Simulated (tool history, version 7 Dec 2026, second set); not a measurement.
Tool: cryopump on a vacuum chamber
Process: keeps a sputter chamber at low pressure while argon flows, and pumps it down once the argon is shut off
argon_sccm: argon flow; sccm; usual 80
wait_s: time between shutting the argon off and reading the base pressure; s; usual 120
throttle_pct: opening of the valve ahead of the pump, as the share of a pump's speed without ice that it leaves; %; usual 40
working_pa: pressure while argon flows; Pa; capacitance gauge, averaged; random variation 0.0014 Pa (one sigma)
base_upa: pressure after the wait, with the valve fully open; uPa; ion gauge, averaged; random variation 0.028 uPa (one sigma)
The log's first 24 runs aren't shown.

run,hour,argon_sccm,wait_s,throttle_pct,hours of work since the pump was warmed up and emptied,hours of work since the cold head was overhauled,hours of work since the chamber's fittings were tightened,working_pa,base_upa
25,346.5,40,253,51,657,657,2019,0.1328,3.43
26,361.6,36,52,25,670,670,2032,0.2341,5.38
27,374.7,121,36,25,682,682,2043,0.7999,6.37
28,389.7,101,28,21,695,695,2056,0.7895,7.32
29,403.8,99,36,25,707,707,2068,0.6535,6.52
30,421.9,99,36,25,723,723,2084,0.6473,6.39
31,433.6,99,36,25,733,733,2094,0.6543,6.4
32,451.5,80,292,21,749,749,2110,0.6266,3.62
33,460.9,80,292,21,757,757,2118,0.6257,3.59
34,476.4,74,43,40,770,770,2132,0.312,6.02

4 ways to go on from here, each from the tool as it stands after run 34. What would each give?
A,492.7,49,273,16,785,785,2146,?,?
B,492.7,117,91,20,785,785,2146,?,?
C,492.7,39,43,40,785,785,2146,?,?
D,492.7,133,26,26,785,785,2146,?,?

run,working_pa,base_upa
A,0.4975,3.76
B,0.9602,4.41
C,0.1652,6.07
D,0.8488,7.74
Without the tool's hidden state the same runs would have given:
run,working_pa,base_upa
A,0.4858,0.73
B,0.932,1.53
C,0.1558,3.09
D,0.8167,4.82

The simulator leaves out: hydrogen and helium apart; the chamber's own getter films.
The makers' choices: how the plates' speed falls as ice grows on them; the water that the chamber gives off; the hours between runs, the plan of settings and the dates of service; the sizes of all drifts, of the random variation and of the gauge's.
